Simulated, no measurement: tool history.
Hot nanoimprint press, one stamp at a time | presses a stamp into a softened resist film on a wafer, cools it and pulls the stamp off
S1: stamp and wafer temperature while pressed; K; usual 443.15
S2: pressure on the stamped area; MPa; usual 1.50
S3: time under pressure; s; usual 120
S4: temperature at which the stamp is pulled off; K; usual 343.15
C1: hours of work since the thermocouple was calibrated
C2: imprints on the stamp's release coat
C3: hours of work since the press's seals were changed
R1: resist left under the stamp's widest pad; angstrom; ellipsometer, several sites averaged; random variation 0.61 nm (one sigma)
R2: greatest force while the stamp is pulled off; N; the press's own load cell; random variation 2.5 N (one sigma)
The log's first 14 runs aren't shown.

{"run": 15, "hour": 146.4, "S1": 443.15, "S2": 1.12, "S3": 120, "S4": 343.15, "C1": 17, "C2": 460, "C3": 109, "R1": 1344, "R2": 113}
{"hour": 158.6, "done": "gauge calibrated"}
{"run": 16, "hour": 158.8, "S1": 443.15, "S2": 0.9, "S3": 120, "S4": 343.15, "C1": 24, "C2": 495, "C3": 116, "R1": 1499, "R2": 115}
{"run": 17, "hour": 166.0, "S1": 451.15, "S2": 1.5, "S3": 120, "S4": 345.15, "C1": 28, "C2": 515, "C3": 120, "R1": 969, "R2": 112}
{"run": 18, "hour": 172.6, "S1": 433.15, "S2": 2.23, "S3": 154, "S4": 343.15, "C1": 31, "C2": 534, "C3": 124, "R1": 1296, "R2": 117}
{"run": 19, "hour": 181.3, "S1": 443.15, "S2": 1.02, "S3": 120, "S4": 343.15, "C1": 36, "C2": 558, "C3": 128, "R1": 1409, "R2": 113}
{"hour": 193.3, "done": "stamp cleaned and given a new release coat"}
{"run": 20, "hour": 193.5, "S1": 443.15, "S2": 1.02, "S3": 120, "S4": 343.15, "C1": 40, "C2": 0, "C3": 132, "R1": 1425, "R2": 113}
{"run": 21, "hour": 200.8, "S1": 443.15, "S2": 1.02, "S3": 120, "S4": 343.15, "C1": 44, "C2": 21, "C3": 136, "R1": 1422, "R2": 110}
{"run": 22, "hour": 209.1, "S1": 443.15, "S2": 1.02, "S3": 120, "S4": 343.15, "C1": 48, "C2": 44, "C3": 140, "R1": 1420, "R2": 108}
{"run": 23, "hour": 222.3, "S1": 443.15, "S2": 1.02, "S3": 120, "S4": 343.15, "C1": 55, "C2": 81, "C3": 148, "R1": 1415, "R2": 117}
{"run": 24, "hour": 229.6, "S1": 443.15, "S2": 1.02, "S3": 120, "S4": 343.15, "C1": 59, "C2": 102, "C3": 151, "R1": 1421, "R2": 111}
{"run": 25, "hour": 240.1, "S1": 447.15, "S2": 1.02, "S3": 86, "S4": 337.15, "C1": 65, "C2": 131, "C3": 157, "R1": 1424, "R2": 122}
{"run": 26, "hour": 253.6, "S1": 446.15, "S2": 1.02, "S3": 111, "S4": 344.15, "C1": 72, "C2": 169, "C3": 165, "R1": 1332, "R2": 107}
{"run": 27, "hour": 260.0, "S1": 443.15, "S2": 1.62, "S3": 84, "S4": 349.15, "C1": 76, "C2": 187, "C3": 168, "R1": 1326, "R2": 104}
{"run": 28, "hour": 266.4, "S1": 443.15, "S2": 1.62, "S3": 84, "S4": 349.15, "C1": 79, "C2": 205, "C3": 172, "R1": 1333, "R2": 110}
{"run": 29, "hour": 273.6, "S1": 449.15, "S2": 2.02, "S3": 92, "S4": 348.15, "C1": 83, "C2": 225, "C3": 175, "R1": 988, "R2": 112}
{"run": 30, "hour": 280.3, "S1": 455.15, "S2": 1.11, "S3": 124, "S4": 341.15, "C1": 87, "C2": 244, "C3": 179, "R1": 960, "R2": 118}
{"run": 31, "hour": 290.7, "S1": 443.15, "S2": 1.5, "S3": 231, "S4": 343.15, "C1": 93, "C2": 274, "C3": 185, "R1": 928, "R2": 112}

Forecast each of these 3 alternatives for the next run:
{"run": "A", "hour": 297.9, "S1": 443.15, "S2": 1.48, "S3": 145, "S4": 343.15, "C1": 96, "C2": 294, "C3": 189, "R1": "?", "R2": "?"}
{"run": "B", "hour": 297.9, "S1": 443.15, "S2": 1.0, "S3": 231, "S4": 343.15, "C1": 96, "C2": 294, "C3": 189, "R1": "?", "R2": "?"}
{"run": "C", "hour": 297.9, "S1": 454.15, "S2": 0.94, "S3": 120, "S4": 343.15, "C1": 96, "C2": 294, "C3": 189, "R1": "?", "R2": "?"}

run=A R1=1123 R2=113
run=B R1=1110 R2=113
run=C R1=1081 R2=112
Without the tool's hidden state the same runs would have given:
run=A R1=1149 R2=112
run=B R1=1136 R2=112
run=C R1=1106 R2=111

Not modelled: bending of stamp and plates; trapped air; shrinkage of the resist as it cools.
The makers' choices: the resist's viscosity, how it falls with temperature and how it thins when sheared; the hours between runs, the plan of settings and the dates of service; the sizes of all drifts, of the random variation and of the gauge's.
